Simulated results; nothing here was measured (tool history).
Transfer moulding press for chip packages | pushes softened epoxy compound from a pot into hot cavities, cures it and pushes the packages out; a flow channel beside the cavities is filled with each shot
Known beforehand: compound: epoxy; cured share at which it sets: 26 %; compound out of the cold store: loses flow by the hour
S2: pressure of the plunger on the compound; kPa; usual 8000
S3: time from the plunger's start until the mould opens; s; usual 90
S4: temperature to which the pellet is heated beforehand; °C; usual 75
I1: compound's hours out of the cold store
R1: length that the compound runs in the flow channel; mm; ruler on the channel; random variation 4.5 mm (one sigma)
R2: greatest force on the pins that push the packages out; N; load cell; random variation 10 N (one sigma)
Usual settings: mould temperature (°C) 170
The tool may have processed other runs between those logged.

run 1 hour=0 | mould_temperature_(°C)=170 S2=8000 S3=90 S4=75 | I1=38.6 | R1=777 R2=700
-- hour=29.5 cavities cleaned with cleaning compound and waxed
-- hour=39.4 plunger's sealing rings changed
run 2 hour=45.2 | mould_temperature_(°C)=170 S2=8000 S3=90 S4=75 | I1=14.4 | R1=871 R2=641
run 3 hour=70.7 | mould_temperature_(°C)=170 S2=8000 S3=76 S4=75 | I1=10.2 | R1=871 R2=1127
-- hour=93.7 cavities cleaned with cleaning compound and waxed
run 4 hour=120.1 | mould_temperature_(°C)=170 S2=8000 S3=76 S4=75 | I1=35.5 | R1=798 R2=968
run 5 hour=146.3 | mould_temperature_(°C)=170 S2=8000 S3=76 S4=75 | I1=46.4 | R1=767 R2=1140
-- hour=156.7 cavities cleaned with cleaning compound and waxed
run 6 hour=179 | mould_temperature_(°C)=170 S2=8000 S3=76 S4=75 | I1=42.4 | R1=785 R2=962
-- hour=219.7 cavities cleaned with cleaning compound and waxed
run 7 hour=221.7 | mould_temperature_(°C)=170 S2=8000 S3=76 S4=75 | I1=35.9 | R1=786 R2=753
run 8 hour=248.4 | mould_temperature_(°C)=170 S2=8000 S3=90 S4=75 | I1=32.2 | R1=797 R2=700
-- hour=283.3 cavities cleaned with cleaning compound and waxed
run 9 hour=298.1 | mould_temperature_(°C)=170 S2=8000 S3=90 S4=68 | I1=26.2 | R1=797 R2=613
run 10 hour=317.9 | mould_temperature_(°C)=170 S2=8000 S3=90 S4=80 | I1=40.1 | R1=769 R2=703
-- hour=346.3 cavities cleaned with cleaning compound and waxed
run 11 hour=360.4 | mould_temperature_(°C)=170 S2=8000 S3=90 S4=80 | I1=42.3 | R1=754 R2=592
-- hour=369.8 plunger's sealing rings changed
run 12 hour=390.1 | mould_temperature_(°C)=170 S2=8000 S3=90 S4=80 | I1=35 | R1=806 R2=723
-- hour=410.6 cavities cleaned with cleaning compound and waxed
run 13 hour=435.3 | mould_temperature_(°C)=170 S2=8000 S3=121 S4=80 | I1=38.7 | R1=793 R2=486
run 14 hour=468 | mould_temperature_(°C)=170 S2=8000 S3=121 S4=80 | I1=8.2 | R1=883 R2=611
-- hour=472.7 cavities cleaned with cleaning compound and waxed
run 15 hour=500.2 | mould_temperature_(°C)=169 S2=8000 S3=90 S4=80 | I1=15.7 | R1=858 R2=712
run 16 hour=523.4 | mould_temperature_(°C)=169 S2=8000 S3=90 S4=80 | I1=24.9 | R1=831 R2=828
-- hour=535.5 cavities cleaned with cleaning compound and waxed
run 17 hour=558.2 | mould_temperature_(°C)=169 S2=8000 S3=90 S4=80 | I1=18 | R1=831 R2=680
run 18 hour=578.9 | mould_temperature_(°C)=170 S2=8000 S3=90 S4=80 | I1=16 | R1=842 R2=729
-- hour=597.4 cavities cleaned with cleaning compound and waxed
run 19 hour=603.5 | mould_temperature_(°C)=162 S2=6450 S3=90 S4=80 | I1=18.8 | R1=773 R2=995
run 20 hour=638.8 | mould_temperature_(°C)=162 S2=6450 S3=90 S4=80 | I1=43.9 | R1=707 R2=1330
-- hour=659.6 cavities cleaned with cleaning compound and waxed
run 21 hour=687.5 | mould_temperature_(°C)=177 S2=6230 S3=90 S4=75 | I1=47.4 | R1=647 R2=508
-- hour=701.8 plunger's sealing rings changed
run 22 hour=716.7 | mould_temperature_(°C)=170 S2=7300 S3=125 S4=75 | I1=18 | R1=814 R2=562
-- hour=726.7 cavities cleaned with cleaning compound and waxed
run 23 hour=744 | mould_temperature_(°C)=170 S2=6280 S3=119 S4=75 | I1=32.6 | R1=719 R2=442
run 24 hour=775.1 | mould_temperature_(°C)=169 S2=8000 S3=90 S4=80 | I1=25 | R1=833 R2=778
-- hour=789.5 cavities cleaned with cleaning compound and waxed
run 25 hour=823 | mould_temperature_(°C)=167 S2=9700 S3=115 S4=85 | I1=45.8 | R1=864 R2=562
-- hour=851.6 cavities cleaned with cleaning compound and waxed
-- hour=874 mould's thermocouples calibrated
run 26 hour=874 | mould_temperature_(°C)=167 S2=9700 S3=115 S4=85 | I1=17.9 | R1=938 R2=572
run 27 hour=906.8 | mould_temperature_(°C)=167 S2=7190 S3=113 S4=85 | I1=16 | R1=803 R2=670

Consider 3 possible next runs. They are alternatives, not a sequence: every one starts from the tool as it was left by run 27. What does each give?
-- hour=918.6 cavities cleaned with cleaning compound and waxed
run A hour=952.8 | mould_temperature_(°C)=167 S2=8740 S3=120 S4=76 | I1=8.8 | R1=? R2=?
-- hour=918.6 cavities cleaned with cleaning compound and waxed
run B hour=952.8 | mould_temperature_(°C)=167 S2=7190 S3=118 S4=85 | I1=43.9 | R1=? R2=?
-- hour=918.6 cavities cleaned with cleaning compound and waxed
run C hour=952.8 | mould_temperature_(°C)=170 S2=6760 S3=90 S4=75 | I1=17.2 | R1=? R2=?

run=A R1=906 R2=565
run=B R1=728 R2=574
run=C R1=761 R2=754
With no hidden state in the tool, these same runs would have given:
run=A R1=937 R2=381
run=B R1=753 R2=386
run=C R1=787 R2=501

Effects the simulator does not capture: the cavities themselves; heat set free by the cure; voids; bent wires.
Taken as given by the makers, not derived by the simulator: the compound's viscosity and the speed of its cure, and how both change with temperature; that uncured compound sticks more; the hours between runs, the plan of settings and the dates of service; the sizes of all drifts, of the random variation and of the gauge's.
